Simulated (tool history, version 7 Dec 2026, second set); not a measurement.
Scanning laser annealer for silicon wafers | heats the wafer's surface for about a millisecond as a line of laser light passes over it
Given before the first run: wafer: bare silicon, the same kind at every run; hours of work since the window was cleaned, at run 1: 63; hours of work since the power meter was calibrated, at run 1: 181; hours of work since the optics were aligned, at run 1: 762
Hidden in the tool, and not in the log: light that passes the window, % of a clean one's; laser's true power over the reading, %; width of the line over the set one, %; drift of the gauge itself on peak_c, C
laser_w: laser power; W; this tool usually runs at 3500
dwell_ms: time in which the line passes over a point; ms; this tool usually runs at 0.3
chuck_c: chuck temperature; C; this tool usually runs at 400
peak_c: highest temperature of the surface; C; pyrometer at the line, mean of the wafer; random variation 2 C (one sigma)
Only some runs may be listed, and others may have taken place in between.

| run | hour | laser_w | dwell_ms | chuck_c | hours of work since the window was cleaned | hours of work since the power meter was calibrated | hours of work since the optics were aligned | peak_c |
|---|---|---|---|---|---|---|---|---|
| 1 | 0 | 3500 | 0.3 | 400 | 63 | 181 | 762 | 1236 |
| 2 | 11.1 | 3500 | 0.3 | 400 | 69 | 186 | 767 | 1234 |
| 3 | 20.2 | 3500 | 0.3 | 438 | 73 | 191 | 772 | 1275 |
| 4 | 30.7 | 3500 | 0.3 | 438 | 78 | 196 | 777 | 1269 |
| 5 | 38.6 | 3341 | 0.3 | 438 | 82 | 199 | 780 | 1232 |
| 6 | 47.9 | 3341 | 0.3 | 438 | 86 | 204 | 785 | 1231 |
| 7 | 58.9 | 3500 | 0.3 | 400 | 91 | 209 | 790 | 1236 |
| 8 | 66.5 | 3500 | 0.3 | 400 | 95 | 213 | 794 | 1227 |
| 9 | 74.4 | 3044 | 0.3 | 400 | 99 | 217 | 798 | 1118 |
| 10 | 85.3 | 3044 | 0.3 | 400 | 104 | 222 | 803 | 1116 |
| 11 | 90.2 | 3841 | 0.3 | 400 | 106 | 224 | 805 | 1319 |
| 12 | 96.2 | 3841 | 0.3 | 400 | 109 | 227 | 808 | 1309 |
| 13 | 101.7 | 3841 | 0.3 | 400 | 112 | 230 | 811 | 1313 |
| 14 | 109.1 | 3253 | 0.3 | 400 | 116 | 233 | 814 | 1166 |
| 15 | 119.8 | 3500 | 0.3 | 400 | 121 | 238 | 819 | 1228 |
| 16 | 127.2 | 3500 | 0.3 | 400 | 124 | 242 | 823 | 1228 |
| 17 | 136.3 | 3500 | 0.3 | 400 | 129 | 246 | 827 | 1226 |
| 18 | 145.6 | 3500 | 0.3 | 400 | 133 | 251 | 832 | 1224 |
| 19 | 152 | 3500 | 0.3 | 419 | 136 | 254 | 835 | 1244 |
|  | 155.8 | laser's power meter calibrated |
| 20 | 164.8 | 3500 | 0.3 | 419 | 141 | 4 | 839 | 1247 |
| 21 | 176 | 3359 | 0.359 | 426 | 146 | 10 | 845 | 1287 |
| 22 | 185 | 3359 | 0.359 | 426 | 150 | 14 | 849 | 1290 |
| 23 | 191.7 | 3359 | 0.359 | 426 | 154 | 17 | 852 | 1288 |
| 24 | 199.6 | 3230 | 0.359 | 409 | 157 | 21 | 856 | 1234 |
| 25 | 205.9 | 3596 | 0.251 | 419 | 160 | 24 | 859 | 1195 |
| 26 | 213.7 | 3343 | 0.267 | 378 | 164 | 28 | 863 | 1120 |
|  | 222.6 | laser's power meter calibrated, once more |
| 27 | 224.2 | 3343 | 0.221 | 378 | 168 | 1 | 866 | 1051 |
| 28 | 229.7 | 3509 | 0.25 | 422 | 170 | 3 | 869 | 1177 |
| 29 | 238.2 | 3500 | 0.263 | 400 | 175 | 7 | 873 | 1168 |
| 30 | 248.4 | 3500 | 0.371 | 365 | 179 | 12 | 878 | 1273 |
| 31 | 257.1 | 3500 | 0.371 | 365 | 184 | 17 | 882 | 1273 |
| 32 | 267.1 | 3030 | 0.326 | 432 | 188 | 21 | 887 | 1167 |
| 33 | 273.1 | 2988 | 0.219 | 400 | 191 | 24 | 890 | 994 |
| 34 | 281 | 3500 | 0.373 | 400 | 195 | 28 | 894 | 1309 |
| 35 | 290 | 3500 | 0.335 | 379 | 199 | 32 | 898 | 1244 |
| 36 | 300.9 | 3500 | 0.335 | 379 | 205 | 38 | 903 | 1243 |
| 37 | 306.3 | 3578 | 0.24 | 427 | 207 | 40 | 906 | 1172 |
| 38 | 314.7 | 3146 | 0.3 | 434 | 211 | 44 | 910 | 1161 |
| 39 | 319.8 | 3146 | 0.3 | 434 | 214 | 47 | 912 | 1167 |
| 40 | 326.1 | 3500 | 0.3 | 436 | 217 | 50 | 915 | 1252 |

4 options for the next run, each taken on its own from the tool as it stands now. Forecast them:
| A | 333.7 | 3562 | 0.3 | 400 | 220 | 53 | 919 | ? |
| B | 333.7 | 3170 | 0.3 | 400 | 220 | 53 | 919 | ? |
| C | 333.7 | 2976 | 0.227 | 439 | 220 | 53 | 919 | ? |
| D | 333.7 | 3500 | 0.323 | 400 | 220 | 53 | 919 | ? |

| run | peak_c |
|---|---|
| A | 1228 |
| B | 1136 |
| C | 1039 |
| D | 1245 |
Without the tool's unlogged condition, the same runs would have read:
| run | peak_c |
|---|---|
| A | 1263 |
| B | 1166 |
| C | 1064 |
| D | 1280 |
